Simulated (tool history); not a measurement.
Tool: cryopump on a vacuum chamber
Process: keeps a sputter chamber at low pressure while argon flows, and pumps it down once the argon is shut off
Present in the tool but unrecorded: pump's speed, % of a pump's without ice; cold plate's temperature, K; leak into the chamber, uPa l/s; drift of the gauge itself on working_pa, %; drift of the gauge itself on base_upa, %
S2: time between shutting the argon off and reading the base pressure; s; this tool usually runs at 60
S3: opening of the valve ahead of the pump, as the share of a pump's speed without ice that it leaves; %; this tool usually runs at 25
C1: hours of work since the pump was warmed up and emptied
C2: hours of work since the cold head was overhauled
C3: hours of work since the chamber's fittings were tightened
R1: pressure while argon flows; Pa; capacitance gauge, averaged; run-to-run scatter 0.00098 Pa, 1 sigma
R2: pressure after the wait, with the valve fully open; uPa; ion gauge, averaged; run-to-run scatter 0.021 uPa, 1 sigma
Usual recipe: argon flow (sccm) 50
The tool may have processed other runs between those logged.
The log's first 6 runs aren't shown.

{"run": 7, "hour": 68.0, "argon flow (sccm)": 50, "S2": 60, "S3": 32, "C1": 200, "C2": 200, "C3": 906, "R1": 0.1707, "R2": 1.06}
{"run": 8, "hour": 80.3, "argon flow (sccm)": 50, "S2": 60, "S3": 32, "C1": 208, "C2": 208, "C3": 914, "R1": 0.1709, "R2": 1.06}
{"run": 9, "hour": 87.3, "argon flow (sccm)": 50, "S2": 60, "S3": 25, "C1": 212, "C2": 212, "C3": 918, "R1": 0.2186, "R2": 1.07}
{"run": 10, "hour": 97.1, "argon flow (sccm)": 50, "S2": 60, "S3": 32, "C1": 218, "C2": 218, "C3": 924, "R1": 0.1698, "R2": 1.09}
{"run": 11, "hour": 110.1, "argon flow (sccm)": 50, "S2": 28, "S3": 25, "C1": 226, "C2": 226, "C3": 932, "R1": 0.217, "R2": 1.47}
{"run": 12, "hour": 125.3, "argon flow (sccm)": 50, "S2": 60, "S3": 25, "C1": 236, "C2": 236, "C3": 942, "R1": 0.2177, "R2": 1.17}
{"run": 13, "hour": 133.9, "argon flow (sccm)": 50, "S2": 60, "S3": 25, "C1": 241, "C2": 241, "C3": 947, "R1": 0.2202, "R2": 1.13}
{"run": 14, "hour": 146.6, "argon flow (sccm)": 50, "S2": 77, "S3": 25, "C1": 249, "C2": 249, "C3": 955, "R1": 0.2183, "R2": 1.02}
{"run": 15, "hour": 153.2, "argon flow (sccm)": 50, "S2": 140, "S3": 25, "C1": 253, "C2": 253, "C3": 959, "R1": 0.2165, "R2": 0.92}
{"run": 16, "hour": 160.0, "argon flow (sccm)": 50, "S2": 140, "S3": 25, "C1": 258, "C2": 258, "C3": 963, "R1": 0.2176, "R2": 0.92}
{"run": 17, "hour": 169.0, "argon flow (sccm)": 50, "S2": 109, "S3": 25, "C1": 263, "C2": 263, "C3": 969, "R1": 0.2164, "R2": 1.0}
{"run": 18, "hour": 176.9, "argon flow (sccm)": 81, "S2": 60, "S3": 25, "C1": 268, "C2": 268, "C3": 974, "R1": 0.3561, "R2": 1.09}
{"run": 19, "hour": 188.2, "argon flow (sccm)": 69, "S2": 34, "S3": 30, "C1": 275, "C2": 275, "C3": 981, "R1": 0.2533, "R2": 1.39}
{"run": 20, "hour": 200.4, "argon flow (sccm)": 89, "S2": 32, "S3": 25, "C1": 283, "C2": 283, "C3": 989, "R1": 0.392, "R2": 1.45}

Run 21, settings as shown, results not yet in. Your forecast:
{"run": 21, "hour": 211.4, "argon flow (sccm)": 30, "S2": 72, "S3": 15, "C1": 290, "C2": 290, "C3": 995, "R1": "?", "R2": "?"}

R1: 0.2168 Pa
R2: 1.02 uPa
With the hidden condition absent and the run-to-run variation left alone, this run would have shown R1 0.2120 Pa, R2 0.39 uPa.
